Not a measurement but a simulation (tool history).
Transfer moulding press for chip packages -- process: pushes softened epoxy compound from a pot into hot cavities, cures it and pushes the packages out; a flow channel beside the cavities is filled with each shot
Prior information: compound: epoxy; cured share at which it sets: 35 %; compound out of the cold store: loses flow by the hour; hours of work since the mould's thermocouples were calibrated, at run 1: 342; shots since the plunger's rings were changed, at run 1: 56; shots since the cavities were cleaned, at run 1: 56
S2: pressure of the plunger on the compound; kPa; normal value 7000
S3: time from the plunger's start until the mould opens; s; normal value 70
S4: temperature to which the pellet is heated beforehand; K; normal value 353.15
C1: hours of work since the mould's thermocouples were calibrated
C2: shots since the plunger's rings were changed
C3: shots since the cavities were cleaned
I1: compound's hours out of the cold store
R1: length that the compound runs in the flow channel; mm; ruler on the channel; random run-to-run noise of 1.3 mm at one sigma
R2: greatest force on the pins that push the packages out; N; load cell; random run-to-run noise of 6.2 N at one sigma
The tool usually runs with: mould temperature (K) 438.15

run 1 hour=0 | mould_temperature_(K)=438.15 S2=7000 S3=70 S4=353.15 | C1=342 C2=56 C3=56 | I1=15.3 | R1=641 R2=283
run 2 hour=11 | mould_temperature_(K)=438.15 S2=7000 S3=70 S4=353.15 | C1=351 C2=270 C3=270 | I1=11.1 | R1=651 R2=378
run 3 hour=22 | mould_temperature_(K)=438.15 S2=7000 S3=70 S4=353.15 | C1=359 C2=482 C3=482 | I1=43.3 | R1=575 R2=419
-- hour=24.5 cavities cleaned with cleaning compound and waxed
run 4 hour=40.3 | mould_temperature_(K)=438.15 S2=7000 S3=70 S4=353.15 | C1=372 C2=808 C3=307 | I1=26 | R1=611 R2=379
-- hour=52.3 cavities cleaned with cleaning compound and waxed
run 5 hour=56.9 | mould_temperature_(K)=438.15 S2=7000 S3=70 S4=353.15 | C1=384 C2=1101 C3=88 | I1=12.3 | R1=644 R2=298
run 6 hour=70.9 | mould_temperature_(K)=438.15 S2=7000 S3=70 S4=353.15 | C1=394 C2=1372 C3=359 | I1=44.5 | R1=569 R2=384
-- hour=79.1 cavities cleaned with cleaning compound and waxed
run 7 hour=85.7 | mould_temperature_(K)=438.15 S2=7000 S3=70 S4=353.15 | C1=405 C2=1631 C3=129 | I1=22.5 | R1=612 R2=320
run 8 hour=95.9 | mould_temperature_(K)=438.15 S2=8190 S3=70 S4=353.15 | C1=413 C2=1828 C3=326 | I1=8.2 | R1=698 R2=387
-- hour=106.5 cavities cleaned with cleaning compound and waxed
run 9 hour=113.4 | mould_temperature_(K)=434.15 S2=8190 S3=70 S4=346.15 | C1=425 C2=2139 C3=134 | I1=25.8 | R1=662 R2=367
run 10 hour=126.4 | mould_temperature_(K)=434.15 S2=8190 S3=70 S4=346.15 | C1=435 C2=2392 C3=387 | I1=41.3 | R1=624 R2=481

Each row is a separate what-if for the run after 10, all from the same tool condition, not one after another. Results?
-- hour=132.9 cavities cleaned with cleaning compound and waxed
-- hour=142.2 plunger's sealing rings changed
run A hour=143.6 | mould_temperature_(K)=438.15 S2=7000 S3=67 S4=353.15 | C1=445 C2=29 C3=160 | I1=24.2 | R1=? R2=?
-- hour=132.9 cavities cleaned with cleaning compound and waxed
-- hour=142.2 plunger's sealing rings changed
run B hour=143.6 | mould_temperature_(K)=438.15 S2=5700 S3=70 S4=353.15 | C1=445 C2=29 C3=160 | I1=25.4 | R1=? R2=?
-- hour=132.9 cavities cleaned with cleaning compound and waxed
-- hour=142.2 plunger's sealing rings changed
run C hour=143.6 | mould_temperature_(K)=444.15 S2=7000 S3=107 S4=352.15 | C1=445 C2=29 C3=160 | I1=35.5 | R1=? R2=?
-- hour=132.9 cavities cleaned with cleaning compound and waxed
-- hour=142.2 plunger's sealing rings changed
run D hour=143.6 | mould_temperature_(K)=439.15 S2=7000 S3=83 S4=343.15 | C1=445 C2=29 C3=160 | I1=15.2 | R1=? R2=?
-- hour=132.9 cavities cleaned with cleaning compound and waxed
-- hour=142.2 plunger's sealing rings changed
run E hour=143.6 | mould_temperature_(K)=434.15 S2=5510 S3=70 S4=346.15 | C1=445 C2=29 C3=160 | I1=33.6 | R1=? R2=?

run=A R1=613 R2=348
run=B R1=552 R2=328
run=C R1=579 R2=265
run=D R1=638 R2=266
run=E R1=537 R2=395
Had the tool no hidden state, the same runs would have come out as:
run=A R1=616 R2=264
run=B R1=555 R2=248
run=C R1=582 R2=196
run=D R1=641 R2=197
run=E R1=540 R2=303

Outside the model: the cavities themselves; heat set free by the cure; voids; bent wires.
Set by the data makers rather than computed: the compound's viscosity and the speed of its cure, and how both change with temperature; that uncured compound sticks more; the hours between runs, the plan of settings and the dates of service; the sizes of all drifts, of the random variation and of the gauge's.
